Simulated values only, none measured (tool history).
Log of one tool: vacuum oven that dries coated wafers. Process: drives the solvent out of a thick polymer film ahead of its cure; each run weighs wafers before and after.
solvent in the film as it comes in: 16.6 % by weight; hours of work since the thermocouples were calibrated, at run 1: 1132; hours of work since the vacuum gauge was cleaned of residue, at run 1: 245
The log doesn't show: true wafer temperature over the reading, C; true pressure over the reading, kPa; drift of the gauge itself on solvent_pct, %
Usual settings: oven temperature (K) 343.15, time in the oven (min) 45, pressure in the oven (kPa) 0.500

| run | hour | oven temperature (K) | time in the oven (min) | pressure in the oven (kPa) | hours of work since the thermocouples were calibrated | hours of work since the vacuum gauge was cleaned of residue | solvent left in the film (%) |
|---|---|---|---|---|---|---|---|
| 1 | 0.0 | 343.15 | 45 | 0.500 | 1132 | 245 | 4.10 |
| 2 | 18.9 | 343.15 | 45 | 0.500 | 1140 | 253 | 4.18 |
| 3 | 37.4 | 343.15 | 45 | 0.500 | 1149 | 261 | 4.11 |
| 4 | 59.7 | 343.15 | 45 | 0.500 | 1158 | 271 | 4.13 |
| 5 | 83.2 | 343.15 | 55 | 0.500 | 1169 | 282 | 3.25 |
| 6 | 115.2 | 343.15 | 45 | 0.500 | 1183 | 296 | 4.08 |
| 7 | 144.0 | 343.15 | 45 | 0.500 | 1196 | 308 | 4.04 |
| 8 | 178.2 | 343.15 | 45 | 0.500 | 1211 | 324 | 4.16 |
| 9 | 203.9 | 343.15 | 45 | 0.500 | 1222 | 335 | 4.25 |
| 10 | 233.9 | 343.15 | 45 | 0.500 | 1235 | 348 | 4.07 |
| 11 | 268.2 | 343.15 | 45 | 0.500 | 1251 | 363 | 4.23 |
| 12 | 284.5 | 343.15 | 45 | 0.500 | 1258 | 370 | 4.13 |
| 13 | 300.3 | 343.15 | 45 | 0.637 | 1265 | 377 | 4.17 |
| 14 | 331.8 | 343.15 | 45 | 0.637 | 1279 | 391 | 4.19 |
| 15 | 354.4 | 343.15 | 45 | 0.637 | 1289 | 401 | 4.11 |
| 16 | 377.0 | 343.15 | 45 | 0.637 | 1299 | 411 | 4.21 |
| 17 | 403.2 | 343.15 | 45 | 0.500 | 1310 | 423 | 4.00 |
| 18 | 435.2 | 343.15 | 45 | 0.500 | 1324 | 437 | 4.15 |
| 19 | 460.4 | 343.15 | 45 | 0.500 | 1335 | 448 | 4.12 |
| 20 | 481.4 | 343.15 | 45 | 0.500 | 1345 | 458 | 4.14 |
| 21 | 509.0 | 343.15 | 45 | 0.500 | 1357 | 470 | 4.17 |
| 22 | 525.3 | 343.15 | 75 | 0.500 | 1364 | 477 | 1.95 |
| 23 | 557.7 | 343.15 | 45 | 0.500 | 1378 | 491 | 4.07 |
| 24 | 587.4 | 343.15 | 45 | 0.500 | 1392 | 504 | 4.14 |
| 25 | 607.2 | 341.15 | 73 | 0.505 | 1400 | 513 | 2.75 |
| 26 | 623.5 | 334.15 | 45 | 0.623 | 1408 | 520 | 7.83 |
| 27 | 651.5 | 343.15 | 56 | 0.500 | 1420 | 533 | 3.21 |
| 28 | 679.0 | 331.15 | 40 | 0.806 | 1432 | 545 | 9.37 |
| 29 | 704.7 | 343.15 | 45 | 1.967 | 1443 | 556 | 4.78 |
| 30 | 731.3 | 355.15 | 23 | 0.467 | 1455 | 568 | 2.80 |
| 31 | 762.8 | 344.15 | 38 | 0.724 | 1469 | 582 | 4.64 |
| 32 | 793.5 | 344.15 | 38 | 0.724 | 1483 | 595 | 4.69 |
| 33 | 824.6 | 343.15 | 54 | 0.500 | 1496 | 609 | 3.34 |
| 34 | 856.4 | 337.15 | 23 | 0.543 | 1510 | 623 | 9.43 |
| 35 | 891.4 | 337.15 | 55 | 0.354 | 1526 | 639 | 5.60 |
| 36 | 926.3 | 331.15 | 45 | 1.400 | 1541 | 654 | 9.24 |

The next listed run, before its measurement:
| 37 | 943.2 | 343.15 | 26 | 0.957 | 1549 | 662 | ? |

solvent left in the film (%): 6.92
Without the tool's hidden state the same run would have given solvent left in the film (%) 6.88.
